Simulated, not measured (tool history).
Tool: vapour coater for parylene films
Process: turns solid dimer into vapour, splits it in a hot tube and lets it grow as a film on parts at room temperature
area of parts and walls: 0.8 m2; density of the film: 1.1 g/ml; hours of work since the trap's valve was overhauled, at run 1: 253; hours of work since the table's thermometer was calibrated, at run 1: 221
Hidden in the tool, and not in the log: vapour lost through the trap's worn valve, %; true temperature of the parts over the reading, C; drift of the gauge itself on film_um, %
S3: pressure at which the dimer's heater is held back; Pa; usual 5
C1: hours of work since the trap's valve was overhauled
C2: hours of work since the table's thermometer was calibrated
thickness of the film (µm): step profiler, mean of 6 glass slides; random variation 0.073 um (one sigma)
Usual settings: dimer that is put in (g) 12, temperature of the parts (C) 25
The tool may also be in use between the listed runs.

run 1 hour=0 | dimer_that_is_put_in_(g)=12 temperature_of_the_parts_(C)=25 S3=5 | C1=253 C2=221 | thickness_of_the_film_(µm)=8.5
run 2 hour=13.1 | dimer_that_is_put_in_(g)=12 temperature_of_the_parts_(C)=25 S3=4.69 | C1=261 C2=229 | thickness_of_the_film_(µm)=8.42
run 3 hour=26.5 | dimer_that_is_put_in_(g)=12 temperature_of_the_parts_(C)=25 S3=4.69 | C1=269 C2=237 | thickness_of_the_film_(µm)=8.33
run 4 hour=34.5 | dimer_that_is_put_in_(g)=12 temperature_of_the_parts_(C)=18 S3=4.69 | C1=274 C2=242 | thickness_of_the_film_(µm)=9.77
run 5 hour=49.5 | dimer_that_is_put_in_(g)=12 temperature_of_the_parts_(C)=18 S3=4.69 | C1=283 C2=251 | thickness_of_the_film_(µm)=9.57
run 6 hour=62.2 | dimer_that_is_put_in_(g)=12 temperature_of_the_parts_(C)=18 S3=4.69 | C1=291 C2=259 | thickness_of_the_film_(µm)=9.67
run 7 hour=75.7 | dimer_that_is_put_in_(g)=12 temperature_of_the_parts_(C)=25 S3=5 | C1=300 C2=268 | thickness_of_the_film_(µm)=8.31
run 8 hour=83.3 | dimer_that_is_put_in_(g)=7 temperature_of_the_parts_(C)=25 S3=5 | C1=304 C2=272 | thickness_of_the_film_(µm)=4.86
run 9 hour=95 | dimer_that_is_put_in_(g)=7 temperature_of_the_parts_(C)=25 S3=5 | C1=312 C2=280 | thickness_of_the_film_(µm)=4.84
run 10 hour=110.1 | dimer_that_is_put_in_(g)=7 temperature_of_the_parts_(C)=32 S3=5 | C1=321 C2=289 | thickness_of_the_film_(µm)=4.19
run 11 hour=124.6 | dimer_that_is_put_in_(g)=7 temperature_of_the_parts_(C)=32 S3=5 | C1=330 C2=298 | thickness_of_the_film_(µm)=4.17
run 12 hour=139.6 | dimer_that_is_put_in_(g)=7 temperature_of_the_parts_(C)=32 S3=5 | C1=339 C2=307 | thickness_of_the_film_(µm)=4.23
run 13 hour=153.4 | dimer_that_is_put_in_(g)=12 temperature_of_the_parts_(C)=18 S3=5 | C1=348 C2=316 | thickness_of_the_film_(µm)=9.55
run 14 hour=164.1 | dimer_that_is_put_in_(g)=12 temperature_of_the_parts_(C)=23 S3=5 | C1=355 C2=323 | thickness_of_the_film_(µm)=8.65
run 15 hour=177.9 | dimer_that_is_put_in_(g)=12 temperature_of_the_parts_(C)=23 S3=5 | C1=363 C2=331 | thickness_of_the_film_(µm)=8.55
run 16 hour=188.2 | dimer_that_is_put_in_(g)=20 temperature_of_the_parts_(C)=25 S3=5 | C1=370 C2=338 | thickness_of_the_film_(µm)=13.57
run 17 hour=202.9 | dimer_that_is_put_in_(g)=20 temperature_of_the_parts_(C)=25 S3=7.42 | C1=379 C2=347 | thickness_of_the_film_(µm)=12.97
run 18 hour=211 | dimer_that_is_put_in_(g)=7 temperature_of_the_parts_(C)=25 S3=7.42 | C1=384 C2=352 | thickness_of_the_film_(µm)=4.59
run 19 hour=218.8 | dimer_that_is_put_in_(g)=7 temperature_of_the_parts_(C)=25 S3=7.42 | C1=389 C2=357 | thickness_of_the_film_(µm)=4.52
run 20 hour=231.7 | dimer_that_is_put_in_(g)=12 temperature_of_the_parts_(C)=25 S3=2.94 | C1=397 C2=365 | thickness_of_the_film_(µm)=8.77
run 21 hour=239.3 | dimer_that_is_put_in_(g)=12 temperature_of_the_parts_(C)=25 S3=5 | C1=401 C2=369 | thickness_of_the_film_(µm)=8.23
run 22 hour=250.4 | dimer_that_is_put_in_(g)=18 temperature_of_the_parts_(C)=25 S3=5 | C1=408 C2=376 | thickness_of_the_film_(µm)=12.14
run 23 hour=266 | dimer_that_is_put_in_(g)=12 temperature_of_the_parts_(C)=25 S3=11.07 | C1=418 C2=386 | thickness_of_the_film_(µm)=7.33
-- hour=279.5 trap's valve overhauled
run 24 hour=285.3 | dimer_that_is_put_in_(g)=18 temperature_of_the_parts_(C)=25 S3=2.37 | C1=4 C2=396 | thickness_of_the_film_(µm)=14.39
run 25 hour=292.6 | dimer_that_is_put_in_(g)=12 temperature_of_the_parts_(C)=22 S3=2.44 | C1=8 C2=400 | thickness_of_the_film_(µm)=10.16
run 26 hour=307.7 | dimer_that_is_put_in_(g)=12 temperature_of_the_parts_(C)=22 S3=2.44 | C1=18 C2=410 | thickness_of_the_film_(µm)=10.21
run 27 hour=319.4 | dimer_that_is_put_in_(g)=21 temperature_of_the_parts_(C)=25 S3=5.05 | C1=25 C2=417 | thickness_of_the_film_(µm)=15.5
run 28 hour=330.3 | dimer_that_is_put_in_(g)=21 temperature_of_the_parts_(C)=25 S3=5.05 | C1=32 C2=424 | thickness_of_the_film_(µm)=15.36
run 29 hour=339.2 | dimer_that_is_put_in_(g)=12 temperature_of_the_parts_(C)=28 S3=5 | C1=37 C2=429 | thickness_of_the_film_(µm)=8.16
run 30 hour=355.9 | dimer_that_is_put_in_(g)=12 temperature_of_the_parts_(C)=28 S3=5 | C1=47 C2=439 | thickness_of_the_film_(µm)=8.32
run 31 hour=369.6 | dimer_that_is_put_in_(g)=12 temperature_of_the_parts_(C)=28 S3=5 | C1=56 C2=448 | thickness_of_the_film_(µm)=8.14
run 32 hour=377.5 | dimer_that_is_put_in_(g)=12 temperature_of_the_parts_(C)=28 S3=5 | C1=61 C2=453 | thickness_of_the_film_(µm)=8.18
run 33 hour=394.3 | dimer_that_is_put_in_(g)=12 temperature_of_the_parts_(C)=28 S3=5 | C1=71 C2=463 | thickness_of_the_film_(µm)=8.19
run 34 hour=408.2 | dimer_that_is_put_in_(g)=12 temperature_of_the_parts_(C)=28 S3=5 | C1=80 C2=472 | thickness_of_the_film_(µm)=8.33
run 35 hour=417.8 | dimer_that_is_put_in_(g)=8 temperature_of_the_parts_(C)=31 S3=2.8 | C1=86 C2=478 | thickness_of_the_film_(µm)=5.56
run 36 hour=428.5 | dimer_that_is_put_in_(g)=12 temperature_of_the_parts_(C)=33 S3=6.93 | C1=93 C2=485 | thickness_of_the_film_(µm)=7.18
run 37 hour=443.3 | dimer_that_is_put_in_(g)=12 temperature_of_the_parts_(C)=33 S3=6.93 | C1=102 C2=494 | thickness_of_the_film_(µm)=6.97
run 38 hour=459.7 | dimer_that_is_put_in_(g)=12 temperature_of_the_parts_(C)=34 S3=8.29 | C1=112 C2=504 | thickness_of_the_film_(µm)=6.77
run 39 hour=468.9 | dimer_that_is_put_in_(g)=6 temperature_of_the_parts_(C)=34 S3=5 | C1=118 C2=510 | thickness_of_the_film_(µm)=3.59
run 40 hour=478.5 | dimer_that_is_put_in_(g)=17 temperature_of_the_parts_(C)=25 S3=5 | C1=124 C2=516 | thickness_of_the_film_(µm)=12.2
run 41 hour=485.4 | dimer_that_is_put_in_(g)=8 temperature_of_the_parts_(C)=28 S3=6.06 | C1=128 C2=520 | thickness_of_the_film_(µm)=5.28
run 42 hour=494.2 | dimer_that_is_put_in_(g)=17 temperature_of_the_parts_(C)=19 S3=2.53 | C1=134 C2=526 | thickness_of_the_film_(µm)=15.14
run 43 hour=505.8 | dimer_that_is_put_in_(g)=10 temperature_of_the_parts_(C)=22 S3=3.62 | C1=141 C2=533 | thickness_of_the_film_(µm)=8.03
run 44 hour=518.1 | dimer_that_is_put_in_(g)=10 temperature_of_the_parts_(C)=22 S3=3.62 | C1=148 C2=540 | thickness_of_the_film_(µm)=7.75
run 45 hour=529.4 | dimer_that_is_put_in_(g)=10 temperature_of_the_parts_(C)=22 S3=3.62 | C1=155 C2=547 | thickness_of_the_film_(µm)=7.89
run 46 hour=540.5 | dimer_that_is_put_in_(g)=10 temperature_of_the_parts_(C)=22 S3=3.62 | C1=162 C2=554 | thickness_of_the_film_(µm)=7.9

Forecast each of these 4 alternatives for the next run:
run A hour=553 | dimer_that_is_put_in_(g)=8 temperature_of_the_parts_(C)=22 S3=11.5 | C1=170 C2=562 | thickness_of_the_film_(µm)=?
run B hour=553 | dimer_that_is_put_in_(g)=7 temperature_of_the_parts_(C)=35 S3=5.16 | C1=170 C2=562 | thickness_of_the_film_(µm)=?
run C hour=553 | dimer_that_is_put_in_(g)=10 temperature_of_the_parts_(C)=22 S3=10.74 | C1=170 C2=562 | thickness_of_the_film_(µm)=?
run D hour=553 | dimer_that_is_put_in_(g)=9 temperature_of_the_parts_(C)=22 S3=8.56 | C1=170 C2=562 | thickness_of_the_film_(µm)=?

run=A thickness_of_the_film_(µm)=5.53
run=B thickness_of_the_film_(µm)=4.08
run=C thickness_of_the_film_(µm)=6.84
run=D thickness_of_the_film_(µm)=6.36
Without the tool's hidden state the same runs would have given:
run=A thickness_of_the_film_(µm)=5.68
run=B thickness_of_the_film_(µm)=4.19
run=C thickness_of_the_film_(µm)=7.03
run=D thickness_of_the_film_(µm)=6.54
